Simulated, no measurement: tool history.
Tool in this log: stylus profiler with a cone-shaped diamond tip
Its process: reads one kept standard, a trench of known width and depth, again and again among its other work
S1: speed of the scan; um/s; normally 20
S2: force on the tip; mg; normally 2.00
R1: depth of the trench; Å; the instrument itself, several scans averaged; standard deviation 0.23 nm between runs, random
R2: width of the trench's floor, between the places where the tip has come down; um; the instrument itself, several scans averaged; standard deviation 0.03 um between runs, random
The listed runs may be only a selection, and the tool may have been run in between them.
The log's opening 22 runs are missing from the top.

run    hour  S1    S2       R1     R2
 23  1228.9  20  2.00  10118.1  14.66
 24  1303.9  18  1.64  10096.1  14.67
 25  1342.8  18  3.87  10179.4  14.63
 26  1382.9  13  4.98  10213.7  14.65
 27  1433.2  72  1.01  10061.8  14.08
 28  1502.1  72  1.01  10058.9  14.01
 29  1580.0  72  1.01  10058.5  13.99
 30  1619.6  20  5.90  10238.7  14.53
 31  1657.4   8  0.70  10038.2  14.48
 32  1722.4  36  0.72  10040.0  14.25
 33  1796.6   7  1.09  10053.1  14.42
 34  1843.8   7  1.09  10054.1  14.44
 35  1904.7   7  1.09  10051.6  14.44
 36  1940.2   7  1.09  10045.1  14.41
 37  2012.1   5  0.86  10035.9  14.40
 38  2070.5  12  1.06  10045.9  14.31
 39  2127.1  12  1.06  10042.1  14.31
 40  2165.2  78  0.99  10040.7  13.63
 41  2217.6  34  1.02  10038.9  14.07
 42  2265.0  49  0.79  10024.4  13.81
 43  2298.5  14  1.02  10039.4  14.17
 44  2348.5  11  1.45  10052.6  14.22
     2388.3  -- height scale calibrated on a step standard
 45  2410.9  11  2.68  10156.5  14.21
 46  2444.8  11  2.68  10156.5  14.21

What if the next run were any one of these 3? Each begins from the tool's condition after run 46:
  A  2483.4  43  0.86   ?   ?
  B  2483.4  59  2.00   ?   ?
  C  2483.4  24  3.87   ?   ?

run       R1     R2
  A  10078.0  13.83
  B  10123.3  13.86
  C  10193.5  14.12
What these runs would have given with no unlogged condition in the tool:
run       R1     R2
  A  10077.3  15.59
  B  10122.6  15.63
  C  10192.7  15.89

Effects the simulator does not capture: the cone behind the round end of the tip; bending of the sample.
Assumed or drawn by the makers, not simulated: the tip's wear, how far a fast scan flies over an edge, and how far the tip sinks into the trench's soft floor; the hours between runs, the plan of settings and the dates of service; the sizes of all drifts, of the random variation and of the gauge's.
